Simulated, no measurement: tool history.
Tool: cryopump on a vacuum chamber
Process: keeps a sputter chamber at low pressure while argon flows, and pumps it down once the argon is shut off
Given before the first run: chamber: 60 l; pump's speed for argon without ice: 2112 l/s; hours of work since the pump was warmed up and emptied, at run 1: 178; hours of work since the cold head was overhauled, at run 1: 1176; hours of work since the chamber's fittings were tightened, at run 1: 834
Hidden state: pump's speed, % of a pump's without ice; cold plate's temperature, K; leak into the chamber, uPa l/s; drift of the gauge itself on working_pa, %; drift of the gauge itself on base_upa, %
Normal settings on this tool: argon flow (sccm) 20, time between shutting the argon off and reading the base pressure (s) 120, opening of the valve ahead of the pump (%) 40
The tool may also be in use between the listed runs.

| run | day | argon flow (sccm) | time between shutting the argon off and reading the base pressure (s) | opening of the valve ahead of the pump (%) | hours of work since the pump was warmed up and emptied | hours of work since the cold head was overhauled | hours of work since the chamber's fittings were tightened | pressure while argon flows (Pa) | pressure after the wait (uPa) |
|---|---|---|---|---|---|---|---|---|---|
| 1 | 0.000 | 20 | 120 | 40 | 178 | 1176 | 834 | 0.0427 | 0.86 |
| 2 | 2.179 | 20 | 120 | 40 | 207 | 1205 | 863 | 0.0431 | 0.94 |
| 3 | 3.950 | 20 | 31 | 40 | 230 | 1229 | 886 | 0.0429 | 1.89 |
| 4 | 5.238 | 20 | 31 | 40 | 247 | 1246 | 904 | 0.0432 | 1.90 |
| 5 | 8.146 | 20 | 31 | 40 | 286 | 1285 | 942 | 0.0446 | 1.97 |
| 6 | 9.667 | 20 | 120 | 40 | 307 | 1305 | 963 | 0.0454 | 1.14 |
|  | 10.083 | pump warmed up, emptied and cooled again |
| 7 | 12.446 | 20 | 120 | 55 | 31 | 1339 | 997 | 0.0294 | 0.93 |
| 8 | 14.833 | 20 | 120 | 55 | 63 | 1371 | 1029 | 0.0302 | 0.96 |
| 9 | 17.400 | 20 | 120 | 55 | 98 | 1405 | 1063 | 0.0298 | 0.99 |
| 10 | 19.342 | 11 | 120 | 40 | 123 | 1431 | 1089 | 0.0234 | 1.00 |
| 11 | 21.188 | 11 | 120 | 40 | 148 | 1456 | 1113 | 0.0225 | 1.03 |
| 12 | 23.117 | 11 | 120 | 40 | 174 | 1482 | 1139 | 0.0241 | 1.05 |
| 13 | 25.983 | 16 | 29 | 40 | 212 | 1520 | 1177 | 0.0349 | 2.09 |
| 14 | 29.067 | 26 | 28 | 23 | 253 | 1561 | 1218 | 0.0967 | 2.19 |
| 15 | 31.792 | 31 | 195 | 58 | 289 | 1597 | 1255 | 0.0503 | 1.08 |
|  | 33.392 | pump warmed up, emptied and cooled again |
| 16 | 34.896 | 19 | 37 | 54 | 20 | 1636 | 1293 | 0.0287 | 1.73 |
| 17 | 37.425 | 19 | 37 | 54 | 54 | 1670 | 1327 | 0.0298 | 1.78 |
| 18 | 38.733 | 19 | 83 | 54 | 71 | 1687 | 1344 | 0.0283 | 1.26 |
| 19 | 41.421 | 20 | 27 | 50 | 107 | 1723 | 1380 | 0.0344 | 2.19 |
| 20 | 43.562 | 20 | 27 | 50 | 136 | 1751 | 1409 | 0.0342 | 2.30 |
| 21 | 46.083 | 18 | 281 | 50 | 169 | 1785 | 1442 | 0.0306 | 1.02 |
| 22 | 48.171 | 9 | 46 | 26 | 197 | 1813 | 1470 | 0.0304 | 1.78 |
| 23 | 50.662 | 20 | 120 | 54 | 230 | 1846 | 1503 | 0.0345 | 1.23 |

Here are 4 independent what-if runs from the current tool condition. What would each one return?
| A | 53.550 | 20 | 120 | 38 | 269 | 1885 | 1542 | ? | ? |
| B | 53.550 | 9 | 87 | 45 | 269 | 1885 | 1542 | ? | ? |
| C | 53.550 | 22 | 120 | 54 | 269 | 1885 | 1542 | ? | ? |
| D | 53.550 | 14 | 174 | 54 | 269 | 1885 | 1542 | ? | ? |

| run | pressure while argon flows (Pa) | pressure after the wait (uPa) |
|---|---|---|
| A | 0.0457 | 1.37 |
| B | 0.0180 | 1.48 |
| C | 0.0380 | 1.36 |
| D | 0.0241 | 1.27 |
Take away the tool's hidden state, keep each run's random variation, and the runs would have read:
| run | pressure while argon flows (Pa) | pressure after the wait (uPa) |
|---|---|---|
| A | 0.0411 | 0.49 |
| B | 0.0159 | 0.59 |
| C | 0.0329 | 0.48 |
| D | 0.0208 | 0.37 |
